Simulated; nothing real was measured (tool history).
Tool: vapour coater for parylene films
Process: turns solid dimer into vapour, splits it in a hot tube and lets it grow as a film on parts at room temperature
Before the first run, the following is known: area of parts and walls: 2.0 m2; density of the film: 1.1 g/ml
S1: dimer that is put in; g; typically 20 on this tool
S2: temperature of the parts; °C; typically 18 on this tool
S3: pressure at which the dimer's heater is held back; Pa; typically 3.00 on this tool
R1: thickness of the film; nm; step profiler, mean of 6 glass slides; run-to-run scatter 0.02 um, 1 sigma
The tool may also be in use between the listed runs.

| run | hour | S1 | S2 | S3 | R1 |
|---|---|---|---|---|---|
| 1 | 0.0 | 20 | 18 | 3.00 | 5830 |
| 2 | 10.9 | 20 | 18 | 3.00 | 5830 |
| 3 | 24.8 | 20 | 18 | 3.00 | 5820 |
| 4 | 34.4 | 20 | 18 | 3.00 | 5820 |
| 5 | 56.1 | 20 | 18 | 3.00 | 5820 |
|  | 74.7 | trap's valve overhauled |
| 6 | 80.4 | 20 | 18 | 11.54 | 5320 |
| 7 | 98.1 | 20 | 18 | 11.54 | 5270 |
| 8 | 119.1 | 20 | 18 | 11.54 | 5240 |
| 9 | 131.3 | 29 | 18 | 3.00 | 8810 |
| 10 | 148.8 | 29 | 18 | 3.00 | 8810 |
| 11 | 168.0 | 20 | 18 | 3.00 | 6060 |
| 12 | 190.1 | 20 | 18 | 3.00 | 6010 |
| 13 | 204.6 | 20 | 18 | 4.12 | 5820 |
| 14 | 218.7 | 20 | 18 | 4.12 | 5810 |
| 15 | 238.2 | 20 | 18 | 4.12 | 5810 |
| 16 | 257.4 | 20 | 18 | 4.12 | 5780 |
| 17 | 270.1 | 20 | 18 | 4.12 | 5770 |
| 18 | 288.5 | 20 | 18 | 4.12 | 5770 |
| 19 | 311.8 | 20 | 18 | 3.00 | 5940 |
| 20 | 333.3 | 20 | 18 | 3.00 | 5900 |
| 21 | 345.2 | 36 | 18 | 3.00 | 10580 |
| 22 | 355.4 | 20 | 16 | 3.00 | 6120 |
| 23 | 369.6 | 20 | 16 | 3.00 | 6150 |
| 24 | 381.7 | 20 | 16 | 3.00 | 6110 |
| 25 | 399.2 | 11 | 19 | 6.11 | 2920 |
| 26 | 415.3 | 34 | 19 | 6.11 | 8980 |
| 27 | 430.8 | 34 | 19 | 4.98 | 9250 |
| 28 | 453.6 | 34 | 19 | 4.98 | 9190 |
| 29 | 475.1 | 10 | 23 | 9.29 | 2320 |
| 30 | 488.1 | 10 | 23 | 9.29 | 2310 |
|  | 504.8 | trap's valve overhauled |
| 31 | 504.8 | 15 | 20 | 6.41 | 4040 |
| 32 | 519.8 | 22 | 17 | 6.41 | 6260 |
| 33 | 531.4 | 16 | 18 | 3.00 | 4830 |
| 34 | 545.5 | 16 | 18 | 3.00 | 4810 |
| 35 | 567.7 | 16 | 18 | 3.00 | 4810 |
| 36 | 590.2 | 16 | 18 | 3.00 | 4780 |
| 37 | 606.3 | 30 | 17 | 7.98 | 8260 |
| 38 | 620.4 | 30 | 17 | 7.98 | 8220 |
| 39 | 633.2 | 36 | 19 | 3.31 | 10400 |
| 40 | 649.2 | 36 | 19 | 3.31 | 10410 |
| 41 | 664.4 | 20 | 21 | 6.52 | 5140 |
| 42 | 680.9 | 20 | 21 | 6.52 | 5130 |
| 43 | 693.6 | 20 | 21 | 6.52 | 5080 |
| 44 | 705.1 | 20 | 21 | 6.52 | 5120 |
| 45 | 719.8 | 16 | 16 | 4.66 | 4700 |
| 46 | 740.2 | 16 | 16 | 2.14 | 5110 |

Pick out some run-to-run changes in R1. Of each, how much would a tool without hidden state show as well, from the settings, what came in and chance, and how much is left for the hidden state and any gauge scatter not in both results compared?
Unlogged tool condition in this case: vapour lost through the trap's worn valve, %; true temperature of the parts over the reading, C; drift of the gauge itself on film_um, %.
Run 5 -> 6: S3 3.00 -> 11.54, trap's valve overhauled. R1 -500 nm: hidden state +320, all else -820.
Run 25 -> 26: S1 11 -> 34. R1 +6060 nm: hidden state -340, all else +6400.
Run 28 -> 29: S1 34 -> 10, S2 19 -> 23, S3 4.98 -> 9.29. R1 -6870 nm: hidden state +400, all else -7270.
Run 40 -> 41: S1 36 -> 20, S2 19 -> 21, S3 3.31 -> 6.52. R1 -5270 nm: hidden state +180, all else -5450.
